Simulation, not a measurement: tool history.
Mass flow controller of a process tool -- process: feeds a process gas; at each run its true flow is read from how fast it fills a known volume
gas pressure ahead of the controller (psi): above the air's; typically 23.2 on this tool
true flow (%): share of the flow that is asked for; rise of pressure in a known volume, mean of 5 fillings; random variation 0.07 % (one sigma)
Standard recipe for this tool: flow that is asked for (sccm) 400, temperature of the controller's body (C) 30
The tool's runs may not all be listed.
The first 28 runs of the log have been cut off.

run     hour  flow that is asked for (sccm)  gas pressure ahead of the controller (psi)  temperature of the controller's body (C)  true flow (%)
 29   8531.7                            400                                        27.7                                        23          99.14
 30   8734.1                            287                                        20.3                                        30          98.60
 31   9119.9                            287                                        20.3                                        30          98.66
 32   9456.5                            287                                        20.3                                        37          98.32
 33   9852.4                            287                                        20.3                                        37          98.40
 34  10229.1                            287                                        20.3                                        37          98.57
 35  10559.5                            287                                        20.3                                        37          98.26
 36  10875.2                            400                                        29.4                                        30          99.02
 37  11175.2                            918                                        23.2                                        30          99.55
 38  11548.0                            400                                        25.1                                        31          98.81
 39  11826.1                            400                                        25.1                                        31          98.79
 40  12034.5                            149                                        27.1                                        22          98.87
 41  12312.0                            149                                        27.1                                        22          98.79
 42  12560.2                            221                                        33.8                                        31          98.72
 43  12854.0                            967                                        29.9                                        35          99.52
 44  13099.7                            967                                        29.9                                        35          99.59
 45  13275.6                            176                                        27.0                                        30          98.49
 46  13592.5                            189                                        23.2                                        20          98.84
 47  13776.6                            101                                        38.3                                        25          98.85
 48  14099.2                            101                                        38.3                                        25          98.65

Below are 4 alternative next runs, each starting from the tool's condition after run 48. Predict each:
  A  14499.8                            656                                        38.3                                        25              ?
  B  14499.8                            113                                        36.3                                        25              ?
  C  14499.8                            400                                        23.2                                        21              ?
  D  14499.8                            438                                        23.2                                        30              ?

run  true flow (%)
  A          99.51
  B          98.83
  C          99.05
  D          98.91
Without the tool's unlogged condition, the same runs would have read:
run  true flow (%)
  A          99.53
  B          98.79
  C          99.07
  D          98.92
